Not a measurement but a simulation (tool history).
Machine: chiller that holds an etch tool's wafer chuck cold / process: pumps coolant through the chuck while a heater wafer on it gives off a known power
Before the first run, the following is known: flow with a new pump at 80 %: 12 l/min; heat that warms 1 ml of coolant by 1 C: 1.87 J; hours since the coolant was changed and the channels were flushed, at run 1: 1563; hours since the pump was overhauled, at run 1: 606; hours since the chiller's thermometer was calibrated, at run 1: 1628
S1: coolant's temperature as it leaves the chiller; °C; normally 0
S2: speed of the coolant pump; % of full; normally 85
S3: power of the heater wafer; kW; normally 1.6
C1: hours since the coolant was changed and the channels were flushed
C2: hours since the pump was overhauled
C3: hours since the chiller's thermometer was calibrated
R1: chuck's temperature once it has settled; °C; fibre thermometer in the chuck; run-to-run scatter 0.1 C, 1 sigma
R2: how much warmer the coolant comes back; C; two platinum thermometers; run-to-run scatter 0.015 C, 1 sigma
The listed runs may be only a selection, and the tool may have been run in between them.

{"run": 1, "hour": 0.0, "S1": 0, "S2": 85, "S3": 1.6, "C1": 1563, "C2": 606, "C3": 1628, "R1": 13.1, "R2": 4.04}
{"run": 2, "hour": 45.2, "S1": 0, "S2": 85, "S3": 1.6, "C1": 1609, "C2": 651, "C3": 1673, "R1": 12.9, "R2": 4.05}
{"run": 3, "hour": 120.6, "S1": 0, "S2": 85, "S3": 1.6, "C1": 1684, "C2": 726, "C3": 1749, "R1": 12.9, "R2": 4.04}
{"run": 4, "hour": 173.2, "S1": 0, "S2": 85, "S3": 1.6, "C1": 1737, "C2": 779, "C3": 1801, "R1": 12.9, "R2": 4.04}
{"run": 5, "hour": 225.9, "S1": 0, "S2": 85, "S3": 2.251, "C1": 1789, "C2": 832, "C3": 1854, "R1": 18.1, "R2": 5.68}
{"run": 6, "hour": 274.2, "S1": 0, "S2": 85, "S3": 1.6, "C1": 1838, "C2": 880, "C3": 1902, "R1": 12.9, "R2": 4.05}
{"run": 7, "hour": 319.6, "S1": 0, "S2": 85, "S3": 1.6, "C1": 1883, "C2": 926, "C3": 1948, "R1": 12.9, "R2": 4.05}
{"run": 8, "hour": 380.2, "S1": 0, "S2": 75, "S3": 1.6, "C1": 1944, "C2": 986, "C3": 2008, "R1": 14.1, "R2": 4.56}
{"run": 9, "hour": 417.5, "S1": 0, "S2": 75, "S3": 1.6, "C1": 1981, "C2": 1023, "C3": 2045, "R1": 13.8, "R2": 4.55}
{"run": 10, "hour": 480.1, "S1": 5, "S2": 75, "S3": 1.194, "C1": 2044, "C2": 1086, "C3": 2108, "R1": 15.5, "R2": 3.37}
{"run": 11, "hour": 525.0, "S1": -10, "S2": 85, "S3": 1.6, "C1": 2088, "C2": 1131, "C3": 2153, "R1": 2.9, "R2": 4}
{"run": 12, "hour": 559.4, "S1": -10, "S2": 85, "S3": 1.6, "C1": 2123, "C2": 1165, "C3": 2187, "R1": 2.9, "R2": 4.03}
{"run": 13, "hour": 624.3, "S1": -6, "S2": 80, "S3": 2.06, "C1": 2188, "C2": 1230, "C3": 2252, "R1": 11.3, "R2": 5.51}
{"hour": 640.3, "done": "chiller's thermometer calibrated"}
{"run": 14, "hour": 669.1, "S1": -6, "S2": 80, "S3": 2.06, "C1": 2232, "C2": 1274, "C3": 29, "R1": 11.3, "R2": 5.51}

Across each entry between runs, compare the hidden state at the last listed run before it with the hidden state at the first listed run after it:
Logged between run 13 and run 14: chiller's thermometer calibrated (hour 640.3)
  the hidden state is the same at both runs

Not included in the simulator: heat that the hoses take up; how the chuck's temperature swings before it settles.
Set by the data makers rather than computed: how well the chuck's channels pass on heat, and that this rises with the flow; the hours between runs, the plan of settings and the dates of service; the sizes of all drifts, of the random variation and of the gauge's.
